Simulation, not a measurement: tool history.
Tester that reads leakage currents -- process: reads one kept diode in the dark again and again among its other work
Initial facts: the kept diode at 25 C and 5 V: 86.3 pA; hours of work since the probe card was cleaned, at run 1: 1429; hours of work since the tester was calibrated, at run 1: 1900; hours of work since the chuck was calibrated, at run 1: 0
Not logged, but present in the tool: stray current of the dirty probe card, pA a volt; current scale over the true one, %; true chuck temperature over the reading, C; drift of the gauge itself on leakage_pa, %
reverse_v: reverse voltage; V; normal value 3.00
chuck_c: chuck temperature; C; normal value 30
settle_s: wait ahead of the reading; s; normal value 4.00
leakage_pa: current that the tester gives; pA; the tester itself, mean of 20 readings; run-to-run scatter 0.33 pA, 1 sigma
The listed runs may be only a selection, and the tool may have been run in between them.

run	hour	reverse_v	chuck_c	settle_s	hours of work since the probe card was cleaned	hours of work since the tester was calibrated	hours of work since the chuck was calibrated	leakage_pa
1	0.0	3.00	30	4.00	1429	1900	0	111.09
2	77.0	3.00	30	4.00	1462	1934	33	111.48
3	128.7	3.00	30	0.90	1484	1956	56	111.16
4	182.0	3.00	30	0.90	1507	1979	79	111.05
5	263.1	3.00	30	5.53	1542	2014	114	110.83
6	378.0	6.11	30	4.00	1592	2064	163	146.54
7	466.0	6.11	30	4.00	1630	2101	201	145.81
8	557.2	3.00	30	4.00	1669	2141	240	111.19
9	624.5	5.50	30	4.00	1698	2170	269	139.73
10	743.7	5.50	30	0.63	1750	2221	321	140.93
11	813.1	3.00	30	0.78	1780	2251	351	111.05
# hour 821.6: chuck's temperature calibrated
12	890.3	3.00	30	0.89	1812	2284	30	109.71
13	1013.2	1.88	30	0.89	1865	2337	83	92.15
14	1097.6	12.32	55	0.93	1902	2373	119	1099.37
15	1205.4	3.00	25	7.00	1948	2420	166	74.81
16	1312.2	6.61	25	1.37	1994	2466	212	104.57
17	1369.8	6.61	25	1.37	2019	2491	237	104.48
18	1469.9	6.61	49	1.37	2062	2534	280	577.85
# hour 1513.6: probe card cleaned and baked
# hour 1527.1: chuck's temperature calibrated, once more
19	1596.3	4.05	23	5.22	35	2586	30	67.55
20	1716.1	1.70	48	0.43	87	2638	82	337.63
21	1771.7	7.58	30	4.00	111	2662	106	149.34
22	1863.0	3.00	28	3.23	150	2701	145	90.99
23	1913.6	9.69	30	1.33	172	2723	167	164.04
24	1990.8	9.69	30	9.46	205	2756	200	164.00
25	2076.6	3.00	30	1.26	242	2793	237	107.30

Predict each of these 3 candidate next runs independently; none follows another, all start after run 25:
A	2163.5	2.96	58	1.26	280	2831	275	?
B	2163.5	8.13	36	0.58	280	2831	275	?
C	2163.5	14.96	23	5.76	280	2831	275	?

run	leakage_pa
A	807.59
B	243.38
C	110.01
With no hidden state in the tool, these same runs would have given:
run	leakage_pa
A	820.63
B	245.58
C	107.93
